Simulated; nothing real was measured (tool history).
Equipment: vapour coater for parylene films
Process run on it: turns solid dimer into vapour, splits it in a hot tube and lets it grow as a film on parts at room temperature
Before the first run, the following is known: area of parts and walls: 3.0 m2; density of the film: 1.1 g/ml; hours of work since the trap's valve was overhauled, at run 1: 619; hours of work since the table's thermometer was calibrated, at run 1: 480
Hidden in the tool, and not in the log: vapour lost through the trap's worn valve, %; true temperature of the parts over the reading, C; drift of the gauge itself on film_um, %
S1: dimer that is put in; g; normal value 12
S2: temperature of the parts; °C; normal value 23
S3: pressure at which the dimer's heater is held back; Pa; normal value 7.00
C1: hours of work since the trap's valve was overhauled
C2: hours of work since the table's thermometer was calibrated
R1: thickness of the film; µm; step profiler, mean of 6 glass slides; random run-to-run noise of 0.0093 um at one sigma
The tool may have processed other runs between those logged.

run     day  S1  S2     S3   C1   C2     R1
  1   0.000  12  23   7.00  619  480  2.404
  2   0.579  12  23   7.00  631  492  2.399
  3   1.271  12  22   7.00  646  507  2.442
  4   1.604  12  22   7.00  653  514  2.455
      2.258  -- trap's valve overhauled
  5   2.562  12  22   7.00    6  531  2.616
  6   3.083   6  23   7.00   17  542  1.258
  7   3.646  10  23   7.00   29  554  2.115
  8   4.062  12  23   7.65   38  563  2.515
  9   4.875  12  24   7.00   55  580  2.463
 10   5.254  11  24   7.00   63  588  2.248
 11   5.733  11  24   7.00   74  598  2.255
 12   6.342  12  23   7.00   86  611  2.502
 13   6.762  12  23   7.00   95  620  2.525
 14   7.129  12  23   7.00  103  628  2.528
 15   7.929  12  23   7.00  120  645  2.532
 16   8.383  12  23   7.00  130  654  2.515
 17   8.833  12  17   7.00  139  664  2.964
 18   9.262  12  22   7.00  148  673  2.587
 19   9.825  12  23   7.00  160  685  2.515
 20  10.167  12  23   7.00  167  692  2.505
 21  10.979   6  22   2.87  185  709  1.450
 22  11.662   5  22   4.29  199  724  1.140
 23  12.092  13  27  10.18  208  733  2.318
 24  12.746  13  19   5.99  222  747  3.093
 25  13.488  11  19   7.55  238  762  2.514
 26  13.979  10  30   7.55  248  773  1.697
 27  14.588  10  30   7.55  261  786  1.688
 28  15.329  12  17   4.09  277  801  3.148
 29  15.683  19  34   3.00  284  809  3.267
 30  16.271  19  34   3.00  297  821  3.274
 31  16.825  15  24   7.09  308  833  3.016
 32  17.167  12  24   3.35  316  840  2.678
 33  17.512  12  23   3.99  323  847  2.677
 34  18.062   9  16   5.82  335  859  2.308
 35  18.546   9  16   5.82  345  869  2.314
 36  19.325  18  30   3.49  361  886  3.352
 37  19.829   8  25   6.26  372  897  1.584
 38  20.217  16  21   2.58  380  905  3.973
 39  20.579  12  32   7.00  388  912  1.940

Here are 5 independent what-if runs from the current tool condition. What would each one return?
  A  21.242   5  32  4.31  402  926   ?
  B  21.242   8  23  7.84  402  926   ?
  C  21.242   6  22  3.81  402  926   ?
  D  21.242   9  17  5.35  402  926   ?
  E  21.242  12  26  7.00  402  926   ?

run     R1
  A  0.852
  B  1.618
  C  1.360
  D  2.268
  E  2.270
Without the tool's unlogged condition, the same runs would have read:
run     R1
  A  0.865
  B  1.643
  C  1.380
  D  2.302
  E  2.304
